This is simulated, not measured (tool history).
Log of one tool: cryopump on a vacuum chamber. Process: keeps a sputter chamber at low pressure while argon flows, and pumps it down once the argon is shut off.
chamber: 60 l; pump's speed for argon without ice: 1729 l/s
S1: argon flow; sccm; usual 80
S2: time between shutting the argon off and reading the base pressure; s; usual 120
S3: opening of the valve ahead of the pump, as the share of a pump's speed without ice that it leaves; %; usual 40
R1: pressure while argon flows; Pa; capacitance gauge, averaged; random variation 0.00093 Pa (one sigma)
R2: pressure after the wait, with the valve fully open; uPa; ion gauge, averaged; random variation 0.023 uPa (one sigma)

run   hour  S1   S2  S3      R1    R2
  1      0  80  120  40  0.2388  3.89
      19.7  -- pump warmed up, emptied and cooled again
  2   47.3  80  120  40  0.1987  2.91
  3    121  80  120  40  0.2036  3.07
  4  194.5  37  120  40  0.0959  3.21
  5  264.6  37  120  40  0.1001  3.39
  6  329.4  51   48  40   0.141  4.49
  7    402  51  165  28  0.2012  3.94
     439.1  -- leaking fittings of the chamber tightened, without venting
     449.7  -- pump warmed up, emptied and cooled again
  8    484  51  165  28  0.1816  0.63
  9  525.2  51  165  28  0.1831  0.68
 10  597.5  52  165  50   0.111   0.8

Forecast each of these 5 alternatives for the next run:
  A  649.6  52  165  16   ?   ?
  B  649.6  56  120  40   ?   ?
  C  649.6  80  120  60   ?   ?
  D  649.6  52   74  50   ?   ?
  E  649.6  77   46  35   ?   ?

run      R1    R2
  A    0.33  0.82
  B  0.1488  0.94
  C  0.1494  0.94
  D   0.113  1.28
  E  0.2329  1.86
Without the tool's hidden state the same runs would have given:
run      R1    R2
  A  0.3184   0.6
  B  0.1364  0.72
  C  0.1315  0.72
  D  0.1014  1.07
  E  0.2157  1.65

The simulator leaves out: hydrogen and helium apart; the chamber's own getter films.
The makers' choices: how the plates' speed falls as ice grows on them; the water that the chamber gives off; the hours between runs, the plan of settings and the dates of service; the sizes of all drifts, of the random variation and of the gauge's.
